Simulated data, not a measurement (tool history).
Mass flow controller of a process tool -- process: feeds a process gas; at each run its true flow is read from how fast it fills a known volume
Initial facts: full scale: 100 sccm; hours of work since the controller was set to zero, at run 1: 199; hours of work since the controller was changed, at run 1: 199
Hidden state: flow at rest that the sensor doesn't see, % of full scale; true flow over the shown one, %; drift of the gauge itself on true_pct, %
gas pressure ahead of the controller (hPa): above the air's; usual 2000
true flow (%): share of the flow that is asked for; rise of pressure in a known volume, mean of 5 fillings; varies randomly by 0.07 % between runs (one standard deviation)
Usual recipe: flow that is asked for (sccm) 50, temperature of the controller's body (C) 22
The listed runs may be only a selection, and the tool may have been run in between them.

run    hour  flow that is asked for (sccm)  gas pressure ahead of the controller (hPa)  temperature of the controller's body (C)  hours of work since the controller was set to zero  hours of work since the controller was changed  true flow (%)
  1     0.0                             50                                        2000                                        22                                                 199                                             199          99.29
  2   117.1                             50                                        2000                                        22                                                 238                                             238          99.22
  3   182.7                             50                                        2000                                        31                                                 260                                             260          99.89
  4   298.9                             50                                        2080                                        31                                                 299                                             299          99.88
  5   384.1                             50                                        1540                                        31                                                 328                                             328          99.63
  6   472.1                             50                                        1540                                        31                                                 358                                             358          99.71
  7   575.3                             50                                        1540                                        31                                                 393                                             393          99.78
  8   697.3                             50                                        2000                                        27                                                 434                                             434          99.52
  9   835.2                             50                                        2000                                        22                                                 480                                             480          99.30
 10   907.2                             50                                        2000                                        22                                                 504                                             504          99.26
 11  1043.5                             50                                        1990                                        22                                                 550                                             550          99.16
 12  1177.3                             50                                        1990                                        22                                                 595                                             595          99.14
 13  1318.0                             50                                        2000                                        37                                                 643                                             643         100.30
 14  1413.6                             50                                        2000                                        37                                                 675                                             675         100.13
 15  1561.1                             50                                        2000                                        37                                                 725                                             725         100.20
 16  1703.0                             50                                        2340                                        22                                                 773                                             773          99.35
 17  1799.8                             50                                        2340                                        22                                                 805                                             805          99.37
 18  1926.6                             44                                        2340                                        22                                                 848                                             848          99.27
 19  2068.7                             19                                        2000                                        22                                                 896                                             896          98.91
 20  2181.2                             19                                        2500                                        22                                                 934                                             934          99.00
 21  2316.9                             19                                        2500                                        22                                                 980                                             980          98.96
 22  2406.3                             19                                        2500                                        22                                                1010                                            1010          98.97
 23  2535.8                             19                                        2500                                        22                                                1053                                            1053          99.08
 24  2679.9                             19                                        2500                                        22                                                1102                                            1102          99.13
 25  2823.8                             12                                        2000                                        28                                                1150                                            1150          99.15
 26  2973.7                             70                                        2000                                        22                                                1201                                            1201          99.43
 27  3041.2                             66                                        2000                                        22                                                1224                                            1224          99.45
 28  3155.8                             49                                        1910                                        34                                                1262                                            1262         100.08
 29  3301.0                             12                                        1500                                        34                                                1311                                            1311          99.38
 30  3401.5                             50                                        2760                                        33                                                1345                                            1345         100.14
 31  3561.5                             60                                        1410                                        33                                                1399                                            1399          99.86
 32  3636.1                             60                                        1410                                        33                                                1424                                            1424          99.97
 33  3746.5                             60                                        1410                                        33                                                1461                                            1461          99.99
 34  3828.9                             60                                        1410                                        33                                                1489                                            1489          99.97
 35  3908.7                             60                                        1410                                        33                                                1516                                            1516          99.90

Run 36 has not been measured yet. What should we expect?
 36  4063.1                             60                                        1410                                        33                                                1568                                            1568              ?

Run 36 measured true flow (%) 99.88.
On a tool with no hidden condition, and with the same random variation, this run would have come out at true flow (%) 99.88.

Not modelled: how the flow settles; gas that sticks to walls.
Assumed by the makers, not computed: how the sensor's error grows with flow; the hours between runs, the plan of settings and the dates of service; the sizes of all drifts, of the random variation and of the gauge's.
